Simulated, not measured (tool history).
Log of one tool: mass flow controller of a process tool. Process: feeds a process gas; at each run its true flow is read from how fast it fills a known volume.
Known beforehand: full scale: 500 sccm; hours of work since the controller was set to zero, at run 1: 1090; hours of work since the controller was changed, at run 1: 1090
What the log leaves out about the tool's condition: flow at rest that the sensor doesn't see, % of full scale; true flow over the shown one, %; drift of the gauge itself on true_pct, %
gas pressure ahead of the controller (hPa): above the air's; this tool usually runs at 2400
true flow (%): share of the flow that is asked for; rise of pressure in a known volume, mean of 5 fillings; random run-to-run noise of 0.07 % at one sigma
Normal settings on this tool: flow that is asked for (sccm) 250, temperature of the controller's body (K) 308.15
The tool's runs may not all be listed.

run    hour  flow that is asked for (sccm)  gas pressure ahead of the controller (hPa)  temperature of the controller's body (K)  hours of work since the controller was set to zero  hours of work since the controller was changed  true flow (%)
  1       0                            250                                        2400                                    308.15                                                1090                                            1090          98.87
  2   115.5                            250                                        2400                                    308.15                                                1180                                            1180          98.97
  3   231.2                            250                                        2400                                    308.15                                                1269                                            1269          99.06
  4   337.8                            250                                        2400                                    308.15                                                1352                                            1352          99.28
  5   420.7                             55                                        2400                                    308.15                                                1416                                            1416          98.11
  6   487.3                             55                                        2100                                    308.15                                                1468                                            1468          98.19
  7   605.6                            250                                        2190                                    308.15                                                1560                                            1560          99.52
  8   682.4                            250                                        2110                                    308.15                                                1619                                            1619          99.53
  9   741.9                            250                                        2400                                    313.15                                                1665                                            1665         100.07
 10   809.1                            368                                        2400                                    308.15                                                1718                                            1718         100.57
 11   930.1                            368                                        2400                                    308.15                                                1811                                            1811         100.71
 12  1044.7                            368                                        2400                                    308.15                                                1900                                            1900         100.83
 13  1110.2                            368                                        2400                                    308.15                                                1951                                            1951         100.88
 14  1176.1                            250                                        2400                                    308.15                                                2002                                            2002         100.22
 15  1289.6                            263                                        2400                                    308.15                                                2090                                            2090         100.32
 16  1394.5                             51                                        2140                                    294.15                                                2171                                            2171          98.11
 17  1462.5                             51                                        2140                                    294.15                                                2224                                            2224          98.13
 18  1567.4                             69                                        2400                                    298.15                                                2305                                            2305          98.77
 19  1619.3                             69                                        2400                                    298.15                                                2346                                            2346          98.88
 20  1703.3                            154                                        2400                                    308.15                                                2411                                            2411         100.01
 21  1814.6                            154                                        2400                                    308.15                                                2497                                            2497         100.12
 22  1896.8                            154                                        2400                                    308.15                                                2561                                            2561         100.42
 23  1979.3                            302                                        2300                                    300.15                                                2625                                            2625         100.83
 24  2032.4                            302                                        2300                                    300.15                                                2666                                            2666         100.88
 25  2124.5                            250                                        2400                                    305.15                                                2738                                            2738          100.9
 26  2239.5                            136                                        1670                                    308.15                                                2827                                            2827         100.26
 27  2334.6                            136                                        1670                                    308.15                                                2900                                            2900         100.45
 28  2428.3                            136                                        1670                                    308.15                                                2973                                            2973         100.51
 29  2541.7                            160                                        2310                                    311.15                                                3061                                            3061         101.11

5 options for the next run, each taken on its own from the tool as it stands now. Forecast them:
     2580.2  -- gauge calibrated
  A  2605.5                            203                                        2500                                    298.15                                                3110                                            3110              ?
     2580.2  -- gauge calibrated
  B  2605.5                            349                                        2310                                    311.15                                                3110                                            3110              ?
     2580.2  -- gauge calibrated
  C  2605.5                            250                                        2400                                    294.15                                                3110                                            3110              ?
     2580.2  -- gauge calibrated
  D  2605.5                            254                                        2440                                    309.15                                                3110                                            3110              ?
     2580.2  -- gauge calibrated
  E  2605.5                            102                                        2310                                    312.15                                                3110                                            3110              ?

run  true flow (%)
  A          98.11
  B          99.89
  C          98.25
  D          99.12
  E          98.17
Without the tool's hidden state the same runs would have given:
run  true flow (%)
  A          98.09
  B          99.87
  C          98.23
  D           99.1
  E          98.15
